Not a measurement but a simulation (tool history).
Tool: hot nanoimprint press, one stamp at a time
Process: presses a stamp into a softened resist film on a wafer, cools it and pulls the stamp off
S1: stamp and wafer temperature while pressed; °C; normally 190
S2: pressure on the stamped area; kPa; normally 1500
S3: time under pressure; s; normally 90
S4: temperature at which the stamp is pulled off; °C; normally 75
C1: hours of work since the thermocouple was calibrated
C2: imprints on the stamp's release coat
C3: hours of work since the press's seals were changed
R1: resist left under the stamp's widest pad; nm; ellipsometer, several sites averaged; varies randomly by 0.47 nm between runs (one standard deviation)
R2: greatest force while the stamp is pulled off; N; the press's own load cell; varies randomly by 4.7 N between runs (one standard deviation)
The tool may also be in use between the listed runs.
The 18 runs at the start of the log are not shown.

run	hour	S1	S2	S3	S4	C1	C2	C3	R1	R2
19	158	190	1540	91	73	156	390	121	124.1	237
20	168.8	190	1540	91	73	163	431	128	124.4	234
21	178.5	200	1540	50	73	170	468	135	108	243
22	188.6	188	1500	90	83	177	507	142	138.8	195
23	200.3	190	1500	48	61	185	551	150	164	298
24	209.4	190	940	47	61	191	585	156	200.3	300
25	215.4	190	940	47	61	195	608	160	200.3	311
26	220.5	181	940	85	61	199	628	164	225.9	308
27	231.9	181	940	85	61	207	671	172	225	309
28	239.6	190	1620	90	75	212	700	177	123.3	234
29	245.4	190	1620	145	67	216	722	181	101.9	278
30	255.5	190	2280	92	70	223	761	188	103.2	264
31	266.2	191	1050	91	64	231	801	196	145.6	301

Branching from run 31: 3 alternative next runs. What would each branch give?
A	277.4	192	1050	91	64	238	844	204	?	?
B	277.4	190	1500	108	75	238	844	204	?	?
C	277.4	191	1240	133	64	238	844	204	?	?

run	R1	R2
A	140.8	297
B	120	234
C	115.3	292
What these runs would have given with no unlogged condition in the tool:
run	R1	R2
A	137.4	292
B	117.1	231
C	112.5	287
